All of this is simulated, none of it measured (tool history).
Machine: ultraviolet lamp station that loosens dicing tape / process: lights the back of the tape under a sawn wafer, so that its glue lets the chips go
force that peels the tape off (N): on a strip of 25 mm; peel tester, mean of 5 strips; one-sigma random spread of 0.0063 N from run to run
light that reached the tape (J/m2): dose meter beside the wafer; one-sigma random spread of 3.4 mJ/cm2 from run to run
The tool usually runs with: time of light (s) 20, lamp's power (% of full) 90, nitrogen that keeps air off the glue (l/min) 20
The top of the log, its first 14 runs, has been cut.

run   hour  time of light (s)  lamp's power (% of full)  nitrogen that keeps air off the glue (l/min)  hours of work of the lamp  hours of work since the window was cleaned  force that peels the tape off (N)  light that reached the tape (J/m2)
 15  333.4                 11                        90                                            35                        805                                         310                              0.963                                2420
 16    362                 20                        76                                            20                        822                                         327                              0.492                                3740
 17    391                 20                        87                                            20                        839                                         344                               0.36                                4210
       396  -- window cleaned of glue's vapour
 18    413                 20                        87                                            20                        852                                          10                              0.369                                4090
 19    435                 15                        90                                            19                        865                                          23                              0.708                                3130
 20  461.4                 15                        90                                            19                        881                                          39                              0.724                                3080
 21    487                 15                        90                                            19                        896                                          54                              0.745                                3140
 22  516.2                 15                        73                                            20                        914                                          72                              1.062                                2500
 23  530.3                 18                        65                                            20                        922                                          80                              0.955                                2710
     544.5  -- window cleaned of glue's vapour, once more
 24  558.5                 27                        70                                             8                        939                                           8                              0.419                                4930
 25  586.7                 27                        70                                             8                        956                                          25                              0.399                                4890
 26  609.4                 13                        76                                            24                        969                                          39                              1.028                                2570
 27  622.2                 23                        74                                            20                        977                                          46                              0.349                                4380
 28  649.5                 23                        74                                             7                        993                                          63                               0.56                                4310
 29  679.4                 17                        90                                            20                       1011                                          81                              0.451                                3780
 30  710.8                 14                        72                                            32                       1030                                          99                              0.911                                2580
 31  741.6                 14                        90                                             8                       1048                                         118                               1.01                                3100
 32  765.1                 18                        90                                            32                       1062                                         132                              0.343                                4000
 33  786.6                 25                        90                                            31                       1075                                         145                               0.14                                5480
 34  810.5                 27                        90                                             8                       1089                                         159                              0.246                                6040
 35  831.6                 15                        73                                            15                       1102                                         172                              1.048                                2700
 36  851.8                 19                        81                                            15                       1114                                         184                              0.525                                3770

Below are 5 alternative next runs, each starting from the tool's condition after run 36. Predict each:
  A  880.5                 40                        89                                            19                       1131                                         201                                  ?                                   ?
  B  880.5                 12                        94                                            12                       1131                                         201                                  ?                                   ?
  C  880.5                 29                        81                                            17                       1131                                         201                                  ?                                   ?
  D  880.5                 37                        74                                            11                       1131                                         201                                  ?                                   ?
  E  880.5                 11                        81                                            30                       1131                                         201                                  ?                                   ?

run  force that peels the tape off (N)  light that reached the tape (J/m2)
  A                              0.065                                8460
  B                              1.089                                2740
  C                              0.177                                5620
  D                              0.151                                6570
  E                              1.225                                2130
The same runs, with their run-to-run variation unchanged, on a tool lacking any hidden condition would have given:
run  force that peels the tape off (N)  light that reached the tape (J/m2)
  A                              0.053                               10560
  B                              0.733                                3410
  C                              0.099                                7010
  D                              0.089                                8190
  E                              0.844                                2660
